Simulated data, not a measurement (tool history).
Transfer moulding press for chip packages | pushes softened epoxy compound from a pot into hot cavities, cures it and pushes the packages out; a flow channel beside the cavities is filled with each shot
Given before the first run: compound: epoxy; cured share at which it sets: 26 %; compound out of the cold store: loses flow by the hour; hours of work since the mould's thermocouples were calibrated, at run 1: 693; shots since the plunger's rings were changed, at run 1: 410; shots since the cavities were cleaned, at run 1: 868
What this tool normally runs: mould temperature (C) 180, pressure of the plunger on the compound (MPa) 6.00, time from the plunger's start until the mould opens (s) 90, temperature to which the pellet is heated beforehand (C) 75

run,day,mould temperature (C),pressure of the plunger on the compound (MPa),time from the plunger's start until the mould opens (s),temperature to which the pellet is heated beforehand (C),hours of work since the mould's thermocouples were calibrated,shots since the plunger's rings were changed,shots since the cavities were cleaned,incoming compound's hours out of the cold store,length that the compound runs in the flow channel (mm),greatest force on the pins that push the packages out (N)
1,0.000,180,6.00,90,75,693,410,868,46.2,601,823
# day 0.329: cavities cleaned with cleaning compound and waxed
2,1.500,180,5.25,90,75,713,853,360,11.4,673,768
# day 2.225: mould's thermocouples calibrated
3,2.600,180,6.79,90,75,5,1168,675,45.3,645,837
# day 3.479: cavities cleaned with cleaning compound and waxed
4,4.754,185,6.00,90,75,36,1813,393,25.1,658,642
5,6.421,185,6.71,90,75,60,2327,907,23.9,695,759
# day 6.638: cavities cleaned with cleaning compound and waxed
6,8.162,174,6.00,90,75,84,2846,471,33.0,639,1150
# day 9.746: cavities cleaned with cleaning compound and waxed
7,9.746,174,6.00,90,75,106,3315,0,34.4,629,766
8,11.029,180,6.00,105,75,124,3711,396,14.6,684,654
# day 12.933: cavities cleaned with cleaning compound and waxed
9,13.096,180,6.00,90,75,153,4330,50,23.8,647,593
10,15.588,180,6.00,90,75,189,5099,819,40.8,586,872
# day 16.050: cavities cleaned with cleaning compound and waxed
11,16.933,180,6.00,91,75,207,5495,272,23.7,649,735
# day 17.358: plunger's sealing rings changed
# day 19.317: cavities cleaned with cleaning compound and waxed
12,19.558,172,4.76,90,75,243,660,75,44.8,545,960
13,20.704,180,5.26,108,75,259,1014,429,41.8,573,620
# day 22.471: cavities cleaned with cleaning compound and waxed
14,22.829,180,5.82,109,77,289,1650,110,18.7,677,488
15,23.912,180,5.82,109,77,305,1985,445,24.6,646,612
16,25.158,180,5.82,105,67,323,2369,829,22.3,652,718
# day 25.662: cavities cleaned with cleaning compound and waxed
17,26.758,180,5.82,105,67,345,2843,337,34.2,619,593
18,27.767,180,5.75,84,67,359,3154,648,43.7,577,991
# day 28.850: cavities cleaned with cleaning compound and waxed
19,29.654,181,6.99,114,78,386,3718,248,36.6,652,553
# day 32.017: cavities cleaned with cleaning compound and waxed
20,32.050,181,6.99,114,78,419,4438,10,21.0,709,396
21,34.388,181,6.99,114,78,453,5159,731,45.7,621,598

Per-run results on a tool with no hidden state, each run keeping its own random variation:
Hidden state present: true mould temperature over the reading, C; pressure that reaches the compound, % of what is set; grip of the stained cavities, % over clean ones'; drift of the gauge itself on flow_mm, %; drift of the gauge itself on push_out_n, %.
run,length that the compound runs in the flow channel (mm),greatest force on the pins that push the packages out (N)
1,605,528
2,680,582
3,652,527
4,670,450
5,711,461
6,657,772
7,649,747
8,709,453
9,675,545
10,615,536
11,684,547
12,550,859
13,581,427
14,690,420
15,661,422
16,670,443
17,639,431
18,596,642
19,678,418
20,743,390
21,655,376

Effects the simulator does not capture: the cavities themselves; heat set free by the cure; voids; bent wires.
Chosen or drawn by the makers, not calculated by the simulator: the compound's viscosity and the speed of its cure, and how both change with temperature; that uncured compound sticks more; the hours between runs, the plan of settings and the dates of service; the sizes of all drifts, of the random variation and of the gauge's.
